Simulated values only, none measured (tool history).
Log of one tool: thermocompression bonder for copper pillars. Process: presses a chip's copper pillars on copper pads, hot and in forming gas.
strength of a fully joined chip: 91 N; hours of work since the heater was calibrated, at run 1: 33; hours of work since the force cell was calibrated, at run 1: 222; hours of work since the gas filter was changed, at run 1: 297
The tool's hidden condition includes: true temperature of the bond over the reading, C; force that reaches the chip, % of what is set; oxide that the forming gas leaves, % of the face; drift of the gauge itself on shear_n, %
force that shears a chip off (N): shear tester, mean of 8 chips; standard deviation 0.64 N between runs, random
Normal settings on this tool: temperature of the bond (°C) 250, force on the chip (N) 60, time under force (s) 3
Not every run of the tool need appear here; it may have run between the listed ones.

| run | hour | temperature of the bond (°C) | force on the chip (N) | time under force (s) | hours of work since the heater was calibrated | hours of work since the force cell was calibrated | hours of work since the gas filter was changed | force that shears a chip off (N) |
|---|---|---|---|---|---|---|---|---|
| 1 | 0 | 250 | 60 | 3 | 33 | 222 | 297 | 65.8 |
| 2 | 10.5 | 250 | 55 | 3 | 38 | 227 | 302 | 63.3 |
| 3 | 24.7 | 250 | 60 | 3 | 44 | 233 | 308 | 66.1 |
| 4 | 34.6 | 250 | 60 | 3 | 49 | 238 | 313 | 66.1 |
| 5 | 46.4 | 250 | 60 | 3 | 54 | 243 | 318 | 65.5 |
| 6 | 53.4 | 250 | 60 | 3 | 57 | 246 | 321 | 66 |
| 7 | 67.3 | 250 | 60 | 3 | 63 | 252 | 327 | 65.3 |
| 8 | 83.5 | 250 | 60 | 9 | 71 | 260 | 334 | 79.4 |
| 9 | 91.1 | 250 | 60 | 3 | 74 | 263 | 338 | 65.9 |
| 10 | 103 | 278 | 60 | 3 | 79 | 268 | 343 | 76.2 |
| 11 | 110.8 | 250 | 59 | 3 | 83 | 272 | 347 | 64.6 |
| 12 | 117.9 | 250 | 59 | 3 | 86 | 275 | 350 | 65.3 |
| 13 | 125 | 250 | 59 | 3 | 89 | 278 | 353 | 65.2 |
| 14 | 136.8 | 266 | 60 | 3 | 94 | 283 | 358 | 71.2 |
|  | 140.1 | heater calibrated with a thermocouple chip |
|  | 140.6 | forming gas filter changed |
| 15 | 153.1 | 261 | 60 | 3 | 6 | 290 | 6 | 73.3 |
| 16 | 162.7 | 250 | 60 | 2 | 10 | 294 | 10 | 60.2 |
| 17 | 179.4 | 250 | 60 | 2 | 17 | 301 | 17 | 60.7 |
| 18 | 196.9 | 250 | 89 | 2 | 25 | 309 | 25 | 72.6 |
| 19 | 213.6 | 250 | 89 | 2 | 33 | 316 | 33 | 71.8 |
|  | 218.7 | heater calibrated with a thermocouple chip, once more |
| 20 | 227.6 | 250 | 89 | 2 | 4 | 322 | 38 | 71.7 |

Predict the results of run 21:
| 21 | 244.9 | 250 | 89 | 2 | 12 | 330 | 46 | ? |

force that shears a chip off (N): 70.6
With the hidden condition absent and the run-to-run variation left alone, this run would have shown force that shears a chip off (N) 70.5.

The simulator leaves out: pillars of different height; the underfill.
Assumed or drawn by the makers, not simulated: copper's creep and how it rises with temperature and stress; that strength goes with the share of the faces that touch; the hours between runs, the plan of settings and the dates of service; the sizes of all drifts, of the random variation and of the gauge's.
